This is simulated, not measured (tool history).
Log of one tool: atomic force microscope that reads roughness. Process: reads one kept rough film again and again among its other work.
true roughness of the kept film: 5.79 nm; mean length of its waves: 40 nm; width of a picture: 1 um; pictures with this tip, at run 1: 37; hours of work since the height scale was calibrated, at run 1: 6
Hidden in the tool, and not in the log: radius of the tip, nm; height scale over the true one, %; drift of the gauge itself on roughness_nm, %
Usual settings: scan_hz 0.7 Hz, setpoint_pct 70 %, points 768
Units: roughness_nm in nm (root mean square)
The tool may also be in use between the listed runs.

run	hour	scan_hz	setpoint_pct	points	pictures with this tip	hours of work since the height scale was calibrated	roughness_nm
1	0	0.7	70	768	37	6	4.927
2	8.6	0.7	70	976	54	12	4.904
3	16	0.7	70	976	70	18	4.928
4	20.8	0.7	70	1008	79	21	4.936
# hour 28.3: new tip fitted
5	30.2	0.7	70	1008	4	28	4.946
6	38.9	0.7	70	1008	22	35	4.945
7	45.9	0.7	70	305	36	40	4.897
8	49.5	0.7	70	305	43	43	4.905
9	54.1	0.7	70	342	53	47	4.876
10	61.6	0.7	75	768	68	52	4.869
11	65.3	0.7	71	768	75	55	4.921
12	70.8	0.7	71	768	86	59	4.885
# hour 74.7: new tip fitted
13	76.3	0.678	88	301	4	63	4.744
14	81.2	1.346	78	819	14	67	4.672
15	89.7	0.639	70	678	31	73	4.952
16	94.3	3.048	67	392	40	77	4.567
17	98.9	3.048	73	709	49	80	4.398

3 ways to go on from here, each from the tool as it stands after run 17. What would each give?
A	103.9	1.794	70	768	60	84	?
B	103.9	0.887	56	768	60	84	?
C	103.9	2.174	70	995	60	84	?

run	roughness_nm
A	4.713
B	4.968
C	4.667
Without the tool's hidden state the same runs would have given:
run	roughness_nm
A	4.72
B	4.976
C	4.674
